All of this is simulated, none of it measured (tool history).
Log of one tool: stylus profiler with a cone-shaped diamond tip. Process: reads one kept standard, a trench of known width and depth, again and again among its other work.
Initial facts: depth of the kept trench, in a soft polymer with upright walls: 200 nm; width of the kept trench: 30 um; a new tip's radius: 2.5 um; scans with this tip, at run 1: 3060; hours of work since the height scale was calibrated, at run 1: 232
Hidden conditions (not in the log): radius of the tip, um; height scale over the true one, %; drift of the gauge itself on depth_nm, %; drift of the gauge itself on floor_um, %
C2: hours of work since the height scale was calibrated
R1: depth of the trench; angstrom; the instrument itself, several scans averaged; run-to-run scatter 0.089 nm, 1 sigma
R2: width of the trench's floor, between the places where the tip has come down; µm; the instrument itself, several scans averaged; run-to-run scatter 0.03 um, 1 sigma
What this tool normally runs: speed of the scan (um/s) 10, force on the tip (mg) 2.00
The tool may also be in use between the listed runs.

{"run": 1, "day": 0.0, "speed of the scan (um/s)": 10, "force on the tip (mg)": 2.0, "scans with this tip": 3060, "C2": 232, "R1": 2018.6, "R2": 27.97}
{"run": 2, "day": 0.354, "speed of the scan (um/s)": 10, "force on the tip (mg)": 2.0, "scans with this tip": 3118, "C2": 237, "R1": 2017.5, "R2": 27.96}
{"run": 3, "day": 0.912, "speed of the scan (um/s)": 10, "force on the tip (mg)": 2.0, "scans with this tip": 3210, "C2": 244, "R1": 2018.8, "R2": 28.03}
{"run": 4, "day": 1.529, "speed of the scan (um/s)": 10, "force on the tip (mg)": 2.0, "scans with this tip": 3312, "C2": 251, "R1": 2017.6, "R2": 27.99}
{"run": 5, "day": 2.246, "speed of the scan (um/s)": 10, "force on the tip (mg)": 2.0, "scans with this tip": 3430, "C2": 260, "R1": 2016.9, "R2": 27.98}
{"run": 6, "day": 2.875, "speed of the scan (um/s)": 10, "force on the tip (mg)": 2.0, "scans with this tip": 3533, "C2": 268, "R1": 2017.9, "R2": 28.02}
{"run": 7, "day": 3.462, "speed of the scan (um/s)": 10, "force on the tip (mg)": 2.39, "scans with this tip": 3629, "C2": 276, "R1": 2020.4, "R2": 27.94}
{"run": 8, "day": 3.942, "speed of the scan (um/s)": 23, "force on the tip (mg)": 0.97, "scans with this tip": 3709, "C2": 282, "R1": 2011.3, "R2": 27.81}
{"run": 9, "day": 4.329, "speed of the scan (um/s)": 23, "force on the tip (mg)": 0.97, "scans with this tip": 3772, "C2": 286, "R1": 2009.8, "R2": 27.83}
{"run": 10, "day": 4.783, "speed of the scan (um/s)": 23, "force on the tip (mg)": 0.97, "scans with this tip": 3847, "C2": 292, "R1": 2011.8, "R2": 27.81}
{"run": 11, "day": 5.183, "speed of the scan (um/s)": 38, "force on the tip (mg)": 2.91, "scans with this tip": 3913, "C2": 297, "R1": 2022.7, "R2": 27.91}
{"run": 12, "day": 5.521, "speed of the scan (um/s)": 20, "force on the tip (mg)": 1.42, "scans with this tip": 3968, "C2": 301, "R1": 2013.9, "R2": 27.95}
{"run": 13, "day": 5.912, "speed of the scan (um/s)": 2, "force on the tip (mg)": 0.71, "scans with this tip": 4033, "C2": 306, "R1": 2008.3, "R2": 28.07}
{"run": 14, "day": 6.508, "speed of the scan (um/s)": 2, "force on the tip (mg)": 0.71, "scans with this tip": 4131, "C2": 314, "R1": 2008.4, "R2": 28.01}

What if the next run were any one of these 5? Each begins from the tool's condition after run 14:
{"run": "A", "day": 6.954, "speed of the scan (um/s)": 5, "force on the tip (mg)": 0.71, "scans with this tip": 4204, "C2": 319, "R1": "?", "R2": "?"}
{"run": "B", "day": 6.954, "speed of the scan (um/s)": 10, "force on the tip (mg)": 2.69, "scans with this tip": 4204, "C2": 319, "R1": "?", "R2": "?"}
{"run": "C", "day": 6.954, "speed of the scan (um/s)": 33, "force on the tip (mg)": 0.71, "scans with this tip": 4204, "C2": 319, "R1": "?", "R2": "?"}
{"run": "D", "day": 6.954, "speed of the scan (um/s)": 13, "force on the tip (mg)": 2.0, "scans with this tip": 4204, "C2": 319, "R1": "?", "R2": "?"}
{"run": "E", "day": 6.954, "speed of the scan (um/s)": 11, "force on the tip (mg)": 0.71, "scans with this tip": 4204, "C2": 319, "R1": "?", "R2": "?"}

run=A R1=2007.9 R2=27.98
run=B R1=2021.3 R2=27.96
run=C R1=2009.7 R2=27.73
run=D R1=2017.2 R2=27.95
run=E R1=2006.9 R2=27.87
Without the tool's unlogged condition, the same runs would have read:
run=A R1=2007.9 R2=27.99
run=B R1=2021.3 R2=27.96
run=C R1=2009.7 R2=27.73
run=D R1=2017.2 R2=27.95
run=E R1=2006.9 R2=27.88

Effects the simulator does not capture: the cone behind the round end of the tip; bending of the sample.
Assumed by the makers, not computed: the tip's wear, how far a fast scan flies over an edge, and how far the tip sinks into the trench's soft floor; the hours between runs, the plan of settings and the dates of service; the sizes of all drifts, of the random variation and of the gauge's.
